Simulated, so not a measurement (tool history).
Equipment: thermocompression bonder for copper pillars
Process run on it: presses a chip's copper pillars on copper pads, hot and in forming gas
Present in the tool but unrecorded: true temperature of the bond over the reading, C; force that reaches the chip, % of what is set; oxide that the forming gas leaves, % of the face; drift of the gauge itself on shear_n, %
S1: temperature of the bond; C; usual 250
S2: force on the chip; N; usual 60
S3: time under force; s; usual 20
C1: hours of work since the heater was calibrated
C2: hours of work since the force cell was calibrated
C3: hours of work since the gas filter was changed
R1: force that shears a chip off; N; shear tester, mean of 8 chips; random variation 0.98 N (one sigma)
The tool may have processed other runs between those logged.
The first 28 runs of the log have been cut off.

Run 29, hour 1006.2: usual settings but S1 267 C, S2 80 N, S3 55 s; C1 1046; C2 96; C3 224. Result: R1 119.4 N.
Run 30, hour 1028.2: usual settings but S1 267 C, S2 80 N, S3 55 s; C1 1063; C2 114; C3 242. Result: R1 119.5 N.
Run 31, hour 1061.9: usual settings but S1 230 C, S2 38 N, S3 55 s; C1 1090; C2 141; C3 269. Result: R1 47.3 N.
Run 32, hour 1086.9: usual settings but S1 257 C, S2 81 N, S3 27 s; C1 1110; C2 161; C3 289. Result: R1 94.1 N.
At hour 1093.7: force cell calibrated, once more.
Run 33, hour 1114.6: usual settings but S1 257 C, S2 81 N, S3 27 s; C1 1131; C2 17; C3 310. Result: R1 97.2 N.
At hour 1139.5: forming gas filter changed.
Run 34, hour 1147.1: usual settings but S1 257 C, S2 81 N, S3 27 s; C1 1156; C2 42; C3 6. Result: R1 104.1 N.
At hour 1180.3: heater calibrated with a thermocouple chip.
Run 35, hour 1190.9: usual settings but S1 257 C, S2 80 N, S3 47 s; C1 8; C2 75; C3 39. Result: R1 126.5 N.
Run 36, hour 1212.7: usual settings but S1 257 C, S2 80 N, S3 47 s; C1 26; C2 93; C3 57. Result: R1 126.5 N.
Run 37, hour 1252.5: usual settings but S1 257 C, S2 80 N, S3 47 s; C1 58; C2 125; C3 89. Result: R1 125.5 N.
Run 38, hour 1281.4: usual settings but S1 230 C, S2 45 N, S3 11 s; C1 81; C2 148; C3 112. Result: R1 37.2 N.
Run 39, hour 1307.1: usual settings but S1 233 C, S2 54 N, S3 11 s; C1 101; C2 168; C3 132. Result: R1 47.8 N.

What if the next run were any one of these 3? Each begins from the tool's condition after run 39:
Run A, hour 1342.2: usual settings but S1 256 C, S2 47 N, S3 54 s; C1 129; C2 196; C3 160. Result: R1 ?.
Run B, hour 1342.2: usual settings but S1 255 C, S2 72 N, S3 11 s; C1 129; C2 196; C3 160. Result: R1 ?.
Run C, hour 1342.2: usual settings but S1 233 C, S2 50 N, S3 11 s; C1 129; C2 196; C3 160. Result: R1 ?.

run    R1
  A  95.8
  B  79.4
  C  40.8
The same runs, with their run-to-run variation unchanged, on a tool lacking any hidden condition would have given:
run     R1
  A  101.6
  B   84.6
  C   43.7
